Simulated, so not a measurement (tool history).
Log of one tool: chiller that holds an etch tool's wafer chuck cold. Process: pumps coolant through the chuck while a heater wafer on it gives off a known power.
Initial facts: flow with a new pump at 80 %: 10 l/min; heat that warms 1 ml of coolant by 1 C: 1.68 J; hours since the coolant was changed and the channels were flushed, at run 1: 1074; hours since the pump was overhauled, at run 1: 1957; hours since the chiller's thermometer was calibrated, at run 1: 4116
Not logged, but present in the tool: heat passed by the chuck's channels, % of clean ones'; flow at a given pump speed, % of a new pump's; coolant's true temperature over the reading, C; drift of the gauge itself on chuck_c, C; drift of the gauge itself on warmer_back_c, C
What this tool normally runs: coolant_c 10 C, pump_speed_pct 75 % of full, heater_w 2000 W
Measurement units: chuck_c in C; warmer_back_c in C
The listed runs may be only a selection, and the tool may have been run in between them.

run    hour  coolant_c  pump_speed_pct  heater_w  hours since the coolant was changed and the channels were flushed  hours since the pump was overhauled  hours since the chiller's thermometer was calibrated  chuck_c  warmer_back_c
  1       0         10              75      2000                                                               1074                                 1957                                                  4116     24.8           7.61
  2    80.1         10              75      2000                                                               1154                                 2037                                                  4196     24.6           7.62
  3   138.5         10              75      2000                                                               1212                                 2096                                                  4254     24.7           7.63
  4   194.7         10              75      2000                                                               1268                                 2152                                                  4310     24.7           7.58
  5   266.9         10              75      2000                                                               1340                                 2224                                                  4383     24.7           7.64
  6   319.1         10              75      2000                                                               1393                                 2276                                                  4435     24.9           7.71
  7   405.5         10              75      2000                                                               1479                                 2363                                                  4521     24.7           7.69
  8     449         10              75      2000                                                               1522                                 2406                                                  4565     24.9           7.75
  9   538.1         10              75      1327                                                               1612                                 2495                                                  4654     19.7           5.15
 10   601.9         10              75      2000                                                               1675                                 2559                                                  4718     24.7           7.64
 11   688.8         10              75      2000                                                               1762                                 2646                                                  4804     24.6           7.74
 12   752.9         10              75      2000                                                               1826                                 2710                                                  4869     24.7            7.7
 13   796.9         10              75      2000                                                               1870                                 2754                                                  4913     24.7           7.68
 14   844.6         10              65      2000                                                               1918                                 2802                                                  4960     26.4           8.93
 15   929.3         10              80      2000                                                               2003                                 2887                                                  5045     24.2           7.23
 16   978.8         10              75      2000                                                               2052                                 2936                                                  5094     24.7           7.71
 17  1038.9          3              75      2000                                                               2112                                 2996                                                  5155     17.8           7.74
 18  1101.3          3              75      1369                                                               2175                                 3059                                                  5217     13.2           5.33
     1159.8  -- chiller's thermometer calibrated
 19  1180.1          1              88      2408                                                               2253                                 3136                                                    20     16.5           7.89
 20  1268.8          1              88      2408                                                               2341                                 3225                                                   109       17           7.99
 21  1349.7          4              75      1825                                                               2422                                 3306                                                   190     17.4           7.18
 22  1397.9          4              75      1825                                                               2470                                 3354                                                   238     17.4           7.12
 23  1451.7          9              84      1825                                                               2524                                 3408                                                   292     21.5           6.37
 24  1529.5          9              84      1819                                                               2602                                 3486                                                   370     21.4           6.39
 25  1612.4          9              94      2140                                                               2685                                 3569                                                   453     22.3           6.64
 26  1704.1          9              94      2140                                                               2777                                 3660                                                   544     22.1           6.69
 27  1787.7         12              75      1552                                                               2860                                 3744                                                   628     23.4           6.11
 28  1858.6         10              75      1585                                                               2931                                 3815                                                   699     21.6           6.23
 29  1919.4         13              75      1707                                                               2992                                 3876                                                   760     25.5           6.76
 30  2001.2         16              88      1707                                                               3074                                 3958                                                   841     27.2           5.67
 31  2081.2         19              78      1532                                                               3154                                 4037                                                   921     30.1           5.87
 32  2161.8         10              71      2000                                                               3234                                 4118                                                  1002     25.1           8.33
 33    2231         15              89      1473                                                               3304                                 4187                                                  1071     24.6           4.96

Alternative continuations, all from the tool just after run 33; predict every row:
  A  2307.8         15              61      1473                                                               3380                                 4264                                                  1148        ?              ?
  B  2307.8          0              96      1646                                                               3380                                 4264                                                  1148        ?              ?
  C  2307.8         13              78      1537                                                               3380                                 4264                                                  1148        ?              ?

run  chuck_c  warmer_back_c
  A     27.7           7.08
  B      9.9           5.16
  C     24.1           5.84
Had the tool no hidden state, the same runs would have come out as:
run  chuck_c  warmer_back_c
  A     27.7           6.86
  B      9.9           4.95
  C     24.1           5.63
